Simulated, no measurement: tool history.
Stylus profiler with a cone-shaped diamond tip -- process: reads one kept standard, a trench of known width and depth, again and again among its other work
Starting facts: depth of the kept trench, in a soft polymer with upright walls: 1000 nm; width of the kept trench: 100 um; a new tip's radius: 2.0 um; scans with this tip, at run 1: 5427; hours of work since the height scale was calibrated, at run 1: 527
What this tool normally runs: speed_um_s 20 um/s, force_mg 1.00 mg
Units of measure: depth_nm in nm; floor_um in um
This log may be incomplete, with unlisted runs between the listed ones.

run	hour	speed_um_s	force_mg	scans with this tip	hours of work since the height scale was calibrated	depth_nm	floor_um
1	0.0	20	1.00	5427	527	1005.68	95.83
2	65.9	20	1.00	5945	577	1005.07	95.78
3	126.2	20	0.43	6419	623	1001.46	95.70
4	201.3	20	1.00	7009	680	1004.47	95.62
5	237.4	20	1.00	7293	708	1004.90	95.62
6	303.7	20	1.00	7814	759	1004.34	95.53
# hour 308.9: height scale calibrated on a step standard
7	361.0	20	1.00	8261	40	1002.10	95.50
8	402.3	20	1.00	8585	71	1002.08	95.50
9	454.9	13	0.34	8998	111	997.84	95.38
10	499.1	13	0.34	9346	145	997.98	95.43
11	566.7	33	2.85	9878	197	1009.72	95.36
12	647.2	41	1.40	10510	258	1003.23	95.30
13	717.0	20	2.04	11059	311	1005.96	95.25
# hour 728.7: height scale calibrated on a step standard, once more
14	788.4	9	1.53	11616	46	1009.92	95.25
15	860.4	9	1.53	12182	101	1009.62	95.22
16	911.0	9	1.53	12580	139	1009.41	95.15

Forecast each of these 4 alternatives for the next run:
A	955.1	7	0.84	12927	173	?	?
B	955.1	36	0.37	12927	173	?	?
C	955.1	34	1.00	12927	173	?	?
D	955.1	10	0.70	12927	173	?	?

run	depth_nm	floor_um
A	1005.98	95.14
B	1002.63	94.99
C	1006.64	95.09
D	1004.82	95.13
Without the tool's hidden state the same runs would have given:
run	depth_nm	floor_um
A	1007.17	96.51
B	1003.82	96.37
C	1007.83	96.46
D	1006.00	96.51
